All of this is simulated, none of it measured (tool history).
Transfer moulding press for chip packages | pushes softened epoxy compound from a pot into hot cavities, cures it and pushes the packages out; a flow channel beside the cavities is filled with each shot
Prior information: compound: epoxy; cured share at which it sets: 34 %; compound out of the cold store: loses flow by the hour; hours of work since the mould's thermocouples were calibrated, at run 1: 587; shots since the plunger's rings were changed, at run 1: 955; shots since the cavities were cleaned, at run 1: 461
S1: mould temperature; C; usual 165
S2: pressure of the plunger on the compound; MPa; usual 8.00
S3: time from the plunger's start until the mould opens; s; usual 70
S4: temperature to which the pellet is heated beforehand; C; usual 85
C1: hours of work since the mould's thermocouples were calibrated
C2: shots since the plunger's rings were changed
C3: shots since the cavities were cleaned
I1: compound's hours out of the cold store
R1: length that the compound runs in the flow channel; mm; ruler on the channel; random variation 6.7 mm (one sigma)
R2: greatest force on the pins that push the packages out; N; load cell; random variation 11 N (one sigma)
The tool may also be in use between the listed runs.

{"run": 1, "day": 0.0, "S1": 165, "S2": 8.0, "S3": 70, "S4": 85, "C1": 587, "C2": 955, "C3": 461, "I1": 37.8, "R1": 708, "R2": 760}
{"day": 0.717, "done": "cavities cleaned with cleaning compound and waxed"}
{"run": 2, "day": 1.217, "S1": 165, "S2": 8.0, "S3": 70, "S4": 85, "C1": 601, "C2": 1329, "C3": 161, "I1": 47.6, "R1": 663, "R2": 580}
{"day": 1.471, "done": "mould's thermocouples calibrated"}
{"run": 3, "day": 2.054, "S1": 165, "S2": 8.0, "S3": 70, "S4": 85, "C1": 7, "C2": 1575, "C3": 407, "I1": 12.3, "R1": 762, "R2": 735}
{"run": 4, "day": 2.738, "S1": 165, "S2": 8.0, "S3": 70, "S4": 85, "C1": 16, "C2": 1796, "C3": 628, "I1": 39.2, "R1": 688, "R2": 736}
{"day": 2.912, "done": "cavities cleaned with cleaning compound and waxed"}
{"run": 5, "day": 4.025, "S1": 165, "S2": 8.0, "S3": 70, "S4": 85, "C1": 31, "C2": 2193, "C3": 361, "I1": 35.7, "R1": 686, "R2": 662}
{"day": 5.083, "done": "cavities cleaned with cleaning compound and waxed"}
{"run": 6, "day": 5.196, "S1": 165, "S2": 8.0, "S3": 70, "S4": 85, "C1": 44, "C2": 2553, "C3": 37, "I1": 36.5, "R1": 690, "R2": 490}
{"run": 7, "day": 6.162, "S1": 165, "S2": 8.0, "S3": 70, "S4": 85, "C1": 56, "C2": 2866, "C3": 350, "I1": 8.1, "R1": 755, "R2": 716}
{"run": 8, "day": 6.833, "S1": 165, "S2": 8.0, "S3": 70, "S4": 95, "C1": 64, "C2": 3084, "C3": 568, "I1": 46.2, "R1": 650, "R2": 671}
{"day": 7.183, "done": "cavities cleaned with cleaning compound and waxed"}
{"run": 9, "day": 7.471, "S1": 165, "S2": 8.0, "S3": 70, "S4": 85, "C1": 71, "C2": 3271, "C3": 94, "I1": 38.6, "R1": 681, "R2": 503}
{"run": 10, "day": 8.512, "S1": 160, "S2": 8.0, "S3": 70, "S4": 85, "C1": 84, "C2": 3609, "C3": 432, "I1": 9.7, "R1": 761, "R2": 1055}
{"day": 9.175, "done": "plunger's sealing rings changed"}
{"day": 9.412, "done": "cavities cleaned with cleaning compound and waxed"}
{"run": 11, "day": 9.871, "S1": 160, "S2": 8.0, "S3": 70, "S4": 85, "C1": 99, "C2": 205, "C3": 149, "I1": 30.5, "R1": 744, "R2": 802}
{"run": 12, "day": 10.458, "S1": 160, "S2": 8.0, "S3": 79, "S4": 85, "C1": 106, "C2": 395, "C3": 339, "I1": 10.1, "R1": 817, "R2": 738}
{"run": 13, "day": 11.367, "S1": 165, "S2": 8.0, "S3": 70, "S4": 78, "C1": 117, "C2": 691, "C3": 635, "I1": 41.3, "R1": 692, "R2": 748}
{"day": 11.579, "done": "cavities cleaned with cleaning compound and waxed"}
{"run": 14, "day": 12.454, "S1": 165, "S2": 6.68, "S3": 70, "S4": 78, "C1": 130, "C2": 1023, "C3": 284, "I1": 47.5, "R1": 609, "R2": 645}
{"run": 15, "day": 13.183, "S1": 165, "S2": 8.0, "S3": 70, "S4": 80, "C1": 139, "C2": 1259, "C3": 520, "I1": 30.8, "R1": 731, "R2": 729}
{"day": 13.754, "done": "cavities cleaned with cleaning compound and waxed"}
{"run": 16, "day": 13.846, "S1": 171, "S2": 8.87, "S3": 70, "S4": 85, "C1": 146, "C2": 1454, "C3": 29, "I1": 35.1, "R1": 722, "R2": 384}
{"run": 17, "day": 15.079, "S1": 171, "S2": 8.87, "S3": 70, "S4": 85, "C1": 161, "C2": 1855, "C3": 430, "I1": 20.8, "R1": 763, "R2": 548}
{"day": 15.871, "done": "cavities cleaned with cleaning compound and waxed"}
{"run": 18, "day": 16.067, "S1": 167, "S2": 9.87, "S3": 66, "S4": 85, "C1": 173, "C2": 2154, "C3": 63, "I1": 45.2, "R1": 737, "R2": 518}
{"run": 19, "day": 16.65, "S1": 167, "S2": 9.87, "S3": 66, "S4": 85, "C1": 180, "C2": 2343, "C3": 252, "I1": 33.7, "R1": 767, "R2": 611}
{"run": 20, "day": 17.283, "S1": 172, "S2": 6.3, "S3": 93, "S4": 87, "C1": 188, "C2": 2549, "C3": 458, "I1": 23.6, "R1": 624, "R2": 497}
{"day": 18.004, "done": "cavities cleaned with cleaning compound and waxed"}
{"run": 21, "day": 18.125, "S1": 165, "S2": 9.93, "S3": 58, "S4": 76, "C1": 197, "C2": 2801, "C3": 38, "I1": 32.3, "R1": 768, "R2": 839}

For run 22, what comes out?
{"run": 22, "day": 18.912, "S1": 165, "S2": 7.47, "S3": 76, "S4": 79, "C1": 207, "C2": 3057, "C3": 294, "I1": 9.1, "R1": "?", "R2": "?"}

{"run 22": {"R1": 732, "R2": 576}}
Were there no unlogged condition in the tool, this run, its random variation unchanged, would have produced R1 775 mm, R2 413 N.
